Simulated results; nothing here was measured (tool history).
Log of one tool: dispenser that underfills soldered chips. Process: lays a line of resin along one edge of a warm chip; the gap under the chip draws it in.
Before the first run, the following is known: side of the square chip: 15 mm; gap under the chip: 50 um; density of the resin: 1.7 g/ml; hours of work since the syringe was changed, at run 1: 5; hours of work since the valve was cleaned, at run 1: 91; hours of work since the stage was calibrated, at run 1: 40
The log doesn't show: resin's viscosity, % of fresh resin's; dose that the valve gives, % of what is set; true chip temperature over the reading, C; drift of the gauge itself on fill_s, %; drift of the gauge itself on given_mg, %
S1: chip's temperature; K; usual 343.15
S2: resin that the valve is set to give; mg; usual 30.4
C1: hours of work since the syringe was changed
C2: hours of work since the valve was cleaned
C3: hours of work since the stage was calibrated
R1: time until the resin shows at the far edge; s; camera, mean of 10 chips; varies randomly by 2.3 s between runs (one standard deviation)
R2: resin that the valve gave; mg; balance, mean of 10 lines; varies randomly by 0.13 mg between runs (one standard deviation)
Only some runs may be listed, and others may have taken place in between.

run	hour	S1	S2	C1	C2	C3	R1	R2
1	0.0	343.15	30.4	5	91	40	300.4	28.82
2	5.2	343.15	30.4	9	95	44	369.9	28.55
# hour 9.8: new syringe of resin
3	13.8	343.15	30.4	3	102	51	269.8	28.55
4	18.7	343.15	27.8	7	105	54	335.8	25.98
5	22.7	343.15	32.1	10	108	57	391.8	29.88
# hour 25.9: new syringe of resin
6	27.9	343.15	30.4	2	112	61	250.4	28.42
# hour 31.9: dispensing valve cleaned and set on the balance
7	32.8	343.15	30.4	5	1	64	293.9	30.29
8	39.0	343.15	30.4	9	5	69	374.7	30.30
# hour 42.6: new syringe of resin
9	47.3	343.15	30.4	4	12	75	287.7	30.54
10	55.5	341.15	30.4	10	18	82	451.2	30.31
# hour 58.3: new syringe of resin
11	63.9	343.15	30.4	4	24	88	296.1	29.88
12	69.6	343.15	30.4	9	29	92	374.4	29.79
13	73.2	343.15	30.4	12	31	95	440.8	29.70
# hour 74.0: new syringe of resin
14	79.3	343.15	30.4	4	36	99	300.5	29.63
15	86.3	343.15	30.4	10	41	105	398.9	29.34
# hour 90.1: new syringe of resin
16	92.3	343.15	30.4	2	46	109	265.7	29.56
17	97.8	343.15	30.4	6	50	114	323.1	29.48
18	103.1	343.15	30.4	10	54	118	406.0	29.29
# hour 106.0: new syringe of resin
19	108.0	330.15	31.9	2	58	121	526.5	30.63
20	116.4	351.15	32.5	8	64	128	238.5	30.95
# hour 121.8: new syringe of resin
21	123.9	348.15	30.2	2	70	133	203.9	28.65
22	129.2	356.15	33.2	6	74	137	164.5	31.66
# hour 137.6: new syringe of resin
23	137.6	351.15	31.5	0	80	144	156.3	29.77
24	141.7	351.15	31.5	3	83	147	187.8	29.77
25	146.9	351.15	31.5	7	87	151	229.1	29.98
# hour 153.5: new syringe of resin
26	153.9	343.15	36.4	0	92	156	242.2	33.80
27	158.5	339.15	27.9	4	96	160	377.4	26.29
28	162.3	343.15	28.2	7	99	162	349.4	26.06
29	167.7	349.15	28.0	11	103	167	315.0	26.06
# hour 169.5: new syringe of resin
30	172.0	357.15	26.4	2	106	170	138.8	24.60
31	177.4	331.15	31.2	6	110	174	665.5	28.84
# hour 183.7: dispensing valve cleaned and set on the balance
# hour 186.3: new syringe of resin
32	186.3	335.15	33.8	0	2	180	375.4	33.95
33	194.1	331.15	37.5	6	8	186	638.1	37.15

Across each entry between runs, compare the hidden state at the last listed run before it with the hidden state at the first listed run after it:
Runs 2 to 3: new syringe of resin (hour 9.8)
  resin's viscosity, % of fresh resin's: 158.1 -> 116.1; dose that the valve gives, % of what is set: 93.97 -> 93.56; true chip temperature over the reading, C: -0.13 -> -0.17
  measured value less the no-hidden-state value, R1: +139.4 -> +41.8 s; R2: -1.83 -> -1.97 mg
Runs 5 to 6: new syringe of resin (hour 25.9)
  resin's viscosity, % of fresh resin's: 166.4 -> 106.3; dose that the valve gives, % of what is set: 93.07 -> 92.83; true chip temperature over the reading, C: -0.22 -> -0.25
  measured value less the no-hidden-state value, R1: +161.1 -> +20.3 s; R2: -2.23 -> -2.20 mg
Runs 6 to 7: dispensing valve cleaned and set on the balance (hour 31.9)
  resin's viscosity, % of fresh resin's: 106.3 -> 124.2; dose that the valve gives, % of what is set: 92.83 -> 99.93; true chip temperature over the reading, C: -0.25 -> -0.27
  measured value less the no-hidden-state value, R1: +20.3 -> +60.7 s; R2: -2.20 -> -0.02 mg
Runs 8 to 9: new syringe of resin (hour 42.6)
  resin's viscosity, % of fresh resin's: 159.7 -> 121.7; dose that the valve gives, % of what is set: 99.59 -> 99.2; true chip temperature over the reading, C: -0.3 -> -0.34
  measured value less the no-hidden-state value, R1: +144.1 -> +55.8 s; R2: -0.12 -> -0.25 mg
Runs 10 to 11: new syringe of resin (hour 58.3)
  resin's viscosity, % of fresh resin's: 170 -> 125.7; dose that the valve gives, % of what is set: 98.8 -> 98.37; true chip temperature over the reading, C: -0.38 -> -0.42
  measured value less the no-hidden-state value, R1: +191.3 -> +66.3 s; R2: -0.37 -> -0.49 mg
Runs 13 to 14: new syringe of resin (hour 74.0)
  resin's viscosity, % of fresh resin's: 183.1 -> 127; dose that the valve gives, % of what is set: 97.89 -> 97.6; true chip temperature over the reading, C: -0.46 -> -0.49
  measured value less the no-hidden-state value, R1: +206.9 -> +70.8 s; R2: -0.64 -> -0.73 mg
Runs 15 to 16: new syringe of resin (hour 90.1)
  resin's viscosity, % of fresh resin's: 168.9 -> 110.3; dose that the valve gives, % of what is set: 97.23 -> 96.96; true chip temperature over the reading, C: -0.53 -> -0.56
  measured value less the no-hidden-state value, R1: +170.1 -> +32.9 s; R2: -0.84 -> -0.93 mg
Runs 18 to 19: new syringe of resin (hour 106.0)
  resin's viscosity, % of fresh resin's: 170.6 -> 108.8; dose that the valve gives, % of what is set: 96.43 -> 96.21; true chip temperature over the reading, C: -0.61 -> -0.63
  measured value less the no-hidden-state value, R1: +176.8 -> +62.0 s; R2: -1.08 -> -1.21 mg
Runs 20 to 21: new syringe of resin (hour 121.8)
  resin's viscosity, % of fresh resin's: 152.5 -> 110.2; dose that the valve gives, % of what is set: 95.73 -> 95.35; true chip temperature over the reading, C: -0.68 -> -0.72
  measured value less the no-hidden-state value, R1: +88.0 -> +26.8 s; R2: -1.38 -> -1.40 mg
Runs 22 to 23: new syringe of resin (hour 137.6)
  resin's viscosity, % of fresh resin's: 136 -> 99.2; dose that the valve gives, % of what is set: 95.1 -> 94.66; true chip temperature over the reading, C: -0.74 -> -0.78
  measured value less the no-hidden-state value, R1: +48.6 -> +5.9 s; R2: -1.63 -> -1.68 mg
Runs 25 to 26: new syringe of resin (hour 153.5)
  resin's viscosity, % of fresh resin's: 144.5 -> 100; dose that the valve gives, % of what is set: 94.16 -> 93.8; true chip temperature over the reading, C: -0.83 -> -0.87
  measured value less the no-hidden-state value, R1: +78.0 -> +11.8 s; R2: -1.85 -> -2.23 mg
Runs 29 to 30: new syringe of resin (hour 169.5)
  resin's viscosity, % of fresh resin's: 174.6 -> 112.9; dose that the valve gives, % of what is set: 93.05 -> 92.82; true chip temperature over the reading, C: -0.94 -> -0.96
  measured value less the no-hidden-state value, R1: +145.7 -> +23.9 s; R2: -1.94 -> -1.90 mg
Runs 31 to 32: dispensing valve cleaned and set on the balance (hour 183.7); new syringe of resin (hour 186.3)
  resin's viscosity, % of fresh resin's: 140 -> 99.9; dose that the valve gives, % of what is set: 92.52 -> 99.58; true chip temperature over the reading, C: -0.99 -> -1.02
  measured value less the no-hidden-state value, R1: +220.7 -> +20.9 s; R2: -2.33 -> -0.14 mg
